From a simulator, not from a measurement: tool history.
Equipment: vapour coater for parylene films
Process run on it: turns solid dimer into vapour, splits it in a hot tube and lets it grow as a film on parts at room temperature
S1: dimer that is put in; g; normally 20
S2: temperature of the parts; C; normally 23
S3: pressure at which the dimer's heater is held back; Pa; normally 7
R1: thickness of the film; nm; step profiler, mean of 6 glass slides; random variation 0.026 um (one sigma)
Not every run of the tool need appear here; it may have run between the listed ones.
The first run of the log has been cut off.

{"run": 2, "hour": 9.2, "S1": 20, "S2": 16, "S3": 7, "R1": 3400}
{"run": 3, "hour": 20.8, "S1": 20, "S2": 16, "S3": 7, "R1": 3390}
{"run": 4, "hour": 28.7, "S1": 20, "S2": 16, "S3": 7, "R1": 3390}
{"run": 5, "hour": 43.8, "S1": 20, "S2": 23, "S3": 3.48, "R1": 2890}
{"hour": 55.1, "done": "trap's valve overhauled"}
{"run": 6, "hour": 64.1, "S1": 20, "S2": 23, "S3": 3.48, "R1": 3200}
{"run": 7, "hour": 75.4, "S1": 20, "S2": 23, "S3": 3.48, "R1": 3190}
{"run": 8, "hour": 86.0, "S1": 20, "S2": 23, "S3": 3.48, "R1": 3190}
{"run": 9, "hour": 100.2, "S1": 20, "S2": 23, "S3": 5.05, "R1": 3050}
{"run": 10, "hour": 119.7, "S1": 20, "S2": 23, "S3": 7, "R1": 2850}
{"run": 11, "hour": 131.1, "S1": 20, "S2": 23, "S3": 2.83, "R1": 3240}
{"run": 12, "hour": 148.4, "S1": 20, "S2": 23, "S3": 2.83, "R1": 3290}
{"run": 13, "hour": 160.3, "S1": 20, "S2": 23, "S3": 2.83, "R1": 3210}
{"run": 14, "hour": 170.6, "S1": 20, "S2": 24, "S3": 7, "R1": 2730}
{"run": 15, "hour": 179.6, "S1": 20, "S2": 23, "S3": 7, "R1": 2830}
{"hour": 182.1, "done": "table's thermometer calibrated"}
{"run": 16, "hour": 193.1, "S1": 20, "S2": 23, "S3": 7, "R1": 2860}
{"run": 17, "hour": 211.4, "S1": 20, "S2": 23, "S3": 7, "R1": 2820}
{"run": 18, "hour": 223.3, "S1": 11, "S2": 23, "S3": 7, "R1": 1540}
{"run": 19, "hour": 240.2, "S1": 20, "S2": 15, "S3": 2.74, "R1": 4150}
{"run": 20, "hour": 248.3, "S1": 20, "S2": 15, "S3": 2.74, "R1": 4220}
{"run": 21, "hour": 256.4, "S1": 20, "S2": 15, "S3": 2.74, "R1": 4230}
{"run": 22, "hour": 271.2, "S1": 20, "S2": 15, "S3": 2.74, "R1": 4140}
{"run": 23, "hour": 287.7, "S1": 20, "S2": 15, "S3": 2.74, "R1": 4190}
{"hour": 297.1, "done": "table's thermometer calibrated, once more"}
{"run": 24, "hour": 306.9, "S1": 12, "S2": 23, "S3": 3.34, "R1": 1850}
{"run": 25, "hour": 323.7, "S1": 12, "S2": 23, "S3": 3.34, "R1": 1850}

Run 26, settings as shown, results not yet in. Your forecast:
{"run": 26, "hour": 334.8, "S1": 9, "S2": 15, "S3": 2.39, "R1": "?"}

{"run 26": {"R1": 1980}}
With the hidden condition absent and the run-to-run variation left alone, this run would have shown R1 2090 nm.
